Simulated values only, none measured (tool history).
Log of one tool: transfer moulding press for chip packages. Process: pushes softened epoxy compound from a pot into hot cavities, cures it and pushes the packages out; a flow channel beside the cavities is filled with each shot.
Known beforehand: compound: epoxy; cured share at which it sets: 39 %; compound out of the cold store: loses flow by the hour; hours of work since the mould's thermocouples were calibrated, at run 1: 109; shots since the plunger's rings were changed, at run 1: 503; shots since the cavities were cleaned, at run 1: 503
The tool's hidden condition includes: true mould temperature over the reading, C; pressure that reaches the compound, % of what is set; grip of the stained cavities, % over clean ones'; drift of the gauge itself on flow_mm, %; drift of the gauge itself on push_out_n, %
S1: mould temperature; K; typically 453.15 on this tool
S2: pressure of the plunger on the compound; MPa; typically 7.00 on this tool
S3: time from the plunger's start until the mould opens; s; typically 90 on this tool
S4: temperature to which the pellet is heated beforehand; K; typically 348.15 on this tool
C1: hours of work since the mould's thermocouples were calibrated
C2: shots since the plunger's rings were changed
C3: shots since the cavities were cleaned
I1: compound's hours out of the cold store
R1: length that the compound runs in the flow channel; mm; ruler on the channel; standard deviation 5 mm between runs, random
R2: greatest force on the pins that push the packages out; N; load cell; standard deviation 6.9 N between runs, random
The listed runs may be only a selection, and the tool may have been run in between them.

run 1 day=0.000 | S1=453.15 S2=7.00 S3=90 S4=348.15 | C1=109 C2=503 C3=503 | I1=17.9 | R1=507 R2=358
-- day=0.429 cavities cleaned with cleaning compound and waxed
run 2 day=0.462 | S1=453.15 S2=7.00 S3=90 S4=348.15 | C1=116 C2=625 C3=11 | I1=20.2 | R1=494 R2=421
run 3 day=0.921 | S1=453.15 S2=7.00 S3=90 S4=348.15 | C1=124 C2=763 C3=149 | I1=23.2 | R1=495 R2=422
run 4 day=1.175 | S1=453.15 S2=7.00 S3=90 S4=348.15 | C1=128 C2=840 C3=226 | I1=42.1 | R1=464 R2=418
run 5 day=1.467 | S1=457.15 S2=7.00 S3=90 S4=348.15 | C1=133 C2=929 C3=315 | I1=42.2 | R1=449 R2=407
run 6 day=1.838 | S1=457.15 S2=7.00 S3=90 S4=348.15 | C1=139 C2=1040 C3=426 | I1=46.5 | R1=451 R2=396
run 7 day=2.146 | S1=457.15 S2=7.00 S3=90 S4=348.15 | C1=144 C2=1134 C3=520 | I1=46.2 | R1=454 R2=402
-- day=2.450 cavities cleaned with cleaning compound and waxed, once more
run 8 day=2.546 | S1=460.15 S2=7.00 S3=90 S4=348.15 | C1=150 C2=1237 C3=29 | I1=16.8 | R1=477 R2=244
run 9 day=2.825 | S1=460.15 S2=7.00 S3=90 S4=348.15 | C1=155 C2=1322 C3=114 | I1=14.1 | R1=476 R2=267
run 10 day=3.200 | S1=453.15 S2=7.00 S3=90 S4=341.15 | C1=161 C2=1435 C3=227 | I1=36.5 | R1=472 R2=322
run 11 day=3.650 | S1=445.15 S2=7.00 S3=90 S4=348.15 | C1=169 C2=1571 C3=363 | I1=39.2 | R1=493 R2=569
run 12 day=4.000 | S1=445.15 S2=7.00 S3=90 S4=348.15 | C1=175 C2=1678 C3=470 | I1=47.8 | R1=478 R2=569
run 13 day=4.458 | S1=453.15 S2=7.00 S3=90 S4=348.15 | C1=182 C2=1816 C3=608 | I1=20.4 | R1=484 R2=387
-- day=4.562 cavities cleaned with cleaning compound and waxed
run 14 day=4.817 | S1=453.15 S2=7.00 S3=90 S4=348.15 | C1=187 C2=1906 C3=78 | I1=34.4 | R1=463 R2=302
run 15 day=5.300 | S1=453.15 S2=7.00 S3=117 S4=348.15 | C1=196 C2=2052 C3=224 | I1=34.7 | R1=466 R2=273
run 16 day=5.658 | S1=453.15 S2=6.46 S3=90 S4=348.15 | C1=202 C2=2160 C3=332 | I1=26.2 | R1=456 R2=345
run 17 day=6.112 | S1=453.15 S2=6.46 S3=90 S4=348.15 | C1=209 C2=2297 C3=469 | I1=37.0 | R1=443 R2=365
run 18 day=6.575 | S1=459.15 S2=6.35 S3=113 S4=351.15 | C1=217 C2=2438 C3=610 | I1=10.5 | R1=452 R2=333
-- day=6.683 cavities cleaned with cleaning compound and waxed
run 19 day=7.083 | S1=459.15 S2=6.35 S3=113 S4=351.15 | C1=225 C2=2573 C3=121 | I1=47.8 | R1=408 R2=253
run 20 day=7.558 | S1=453.15 S2=7.17 S3=90 S4=348.15 | C1=233 C2=2716 C3=264 | I1=12.0 | R1=500 R2=354
run 21 day=7.975 | S1=453.15 S2=7.04 S3=71 S4=355.15 | C1=240 C2=2843 C3=391 | I1=21.4 | R1=476 R2=558
run 22 day=8.383 | S1=455.15 S2=8.53 S3=98 S4=348.15 | C1=247 C2=2967 C3=515 | I1=26.2 | R1=513 R2=332
-- day=8.788 cavities cleaned with cleaning compound and waxed
run 23 day=8.854 | S1=455.15 S2=8.53 S3=98 S4=348.15 | C1=253 C2=3090 C3=20 | I1=35.5 | R1=503 R2=245
run 24 day=9.346 | S1=453.15 S2=5.93 S3=98 S4=348.15 | C1=262 C2=3239 C3=169 | I1=22.6 | R1=428 R2=293
run 25 day=9.642 | S1=453.15 S2=5.93 S3=98 S4=348.15 | C1=267 C2=3329 C3=259 | I1=38.9 | R1=413 R2=307
run 26 day=9.992 | S1=453.15 S2=5.93 S3=98 S4=348.15 | C1=273 C2=3434 C3=364 | I1=16.4 | R1=430 R2=323
run 27 day=10.454 | S1=453.15 S2=5.93 S3=98 S4=348.15 | C1=281 C2=3574 C3=504 | I1=47.5 | R1=402 R2=334
run 28 day=10.800 | S1=453.15 S2=7.00 S3=90 S4=356.15 | C1=286 C2=3679 C3=609 | I1=25.6 | R1=452 R2=384
-- day=10.892 cavities cleaned with cleaning compound and waxed
run 29 day=11.279 | S1=453.15 S2=7.00 S3=90 S4=356.15 | C1=293 C2=3805 C3=117 | I1=47.6 | R1=426 R2=291

Branching from run 29: 3 alternative next runs. What would each branch give?
run A day=11.738 | S1=460.15 S2=6.64 S3=90 S4=353.15 | C1=301 C2=3945 C3=257 | I1=43.8 | R1=? R2=?
run B day=11.738 | S1=453.15 S2=7.00 S3=90 S4=357.15 | C1=301 C2=3945 C3=257 | I1=26.2 | R1=? R2=?
run C day=11.738 | S1=448.15 S2=7.00 S3=90 S4=348.15 | C1=301 C2=3945 C3=257 | I1=34.0 | R1=? R2=?

run=A R1=412 R2=278
run=B R1=454 R2=330
run=C R1=467 R2=433
Without the tool's hidden state the same runs would have given:
run=A R1=449 R2=228
run=B R1=497 R2=277
run=C R1=511 R2=370
